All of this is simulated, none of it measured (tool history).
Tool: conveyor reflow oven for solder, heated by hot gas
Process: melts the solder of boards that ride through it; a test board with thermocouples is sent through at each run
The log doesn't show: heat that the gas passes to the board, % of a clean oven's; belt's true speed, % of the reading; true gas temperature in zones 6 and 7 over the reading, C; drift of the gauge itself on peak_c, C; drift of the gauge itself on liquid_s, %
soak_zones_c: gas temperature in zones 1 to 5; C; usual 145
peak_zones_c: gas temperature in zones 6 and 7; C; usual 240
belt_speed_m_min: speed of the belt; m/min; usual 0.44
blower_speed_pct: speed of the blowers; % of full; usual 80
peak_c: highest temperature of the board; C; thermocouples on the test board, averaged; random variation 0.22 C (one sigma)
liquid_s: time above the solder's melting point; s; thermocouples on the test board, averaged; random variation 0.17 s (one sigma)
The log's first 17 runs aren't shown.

run	hour	soak_zones_c	peak_zones_c	belt_speed_m_min	blower_speed_pct	hours of work since the flux was cleaned out	hours of work since the belt drive was overhauled	hours of work since the thermocouples were changed	peak_c	liquid_s
18	277	147	240	0.44	80	80	682	239	225.6	82.9
19	287.6	145	240	0.491	80	85	687	244	221.5	70.5
20	305.7	145	240	0.501	89	95	697	254	222.4	69.6
# hour 329.5: belt drive overhauled, speed set with a stopwatch
21	331.7	145	240	0.495	80	106	1	266	221.8	69.1
22	352.7	156	240	0.394	61	118	12	277	226.6	98.5
23	369.7	145	240	0.464	80	127	21	286	223.4	75.9
24	387	145	240	0.464	80	136	30	295	223.6	76.3
25	406.5	141	240	0.44	70	146	41	305	222.6	77.7
26	420.6	141	240	0.44	70	153	48	313	222.8	77.5
27	436.2	141	253	0.44	67	162	57	321	233.1	85.5
28	445.8	154	253	0.371	67	167	62	326	241	113.2
29	455.4	141	240	0.44	80	172	67	331	224.7	79.2

Run 30 comes next. What will it give?
30	465.1	141	240	0.44	80	177	72	336	?	?

{"run 30": {"peak_c": 224.5, "liquid_s": 79.2}}
Without the tool's hidden state the same run would have given peak_c 224.6 C, liquid_s 79.3 s.
